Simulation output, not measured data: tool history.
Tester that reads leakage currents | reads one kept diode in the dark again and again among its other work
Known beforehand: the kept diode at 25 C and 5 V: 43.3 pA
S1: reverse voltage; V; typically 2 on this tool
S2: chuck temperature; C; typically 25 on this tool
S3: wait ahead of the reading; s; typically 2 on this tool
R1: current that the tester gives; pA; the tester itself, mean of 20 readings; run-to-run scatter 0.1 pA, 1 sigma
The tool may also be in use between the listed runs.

| run | hour | S1 | S2 | S3 | R1 |
|---|---|---|---|---|---|
| 1 | 0 | 2 | 25 | 2 | 29.38 |
| 2 | 58.9 | 5.56 | 25 | 2 | 47.28 |
| 3 | 147.4 | 5.56 | 25 | 2 | 46.94 |
| 4 | 210.1 | 5.56 | 25 | 2 | 46.97 |
| 5 | 277.6 | 5.56 | 25 | 2 | 47.03 |
| 6 | 357.8 | 2 | 25 | 2 | 29.24 |
| 7 | 460.9 | 2 | 25 | 0.41 | 30.46 |

What does the tool deliver on the next run?
| 8 | 518.9 | 2 | 25 | 0.41 | ? |

{"run 8": {"R1": 30.33}}
If the tool had no hidden condition, the same run with the same run-to-run variation would have returned R1 30.51 pA.
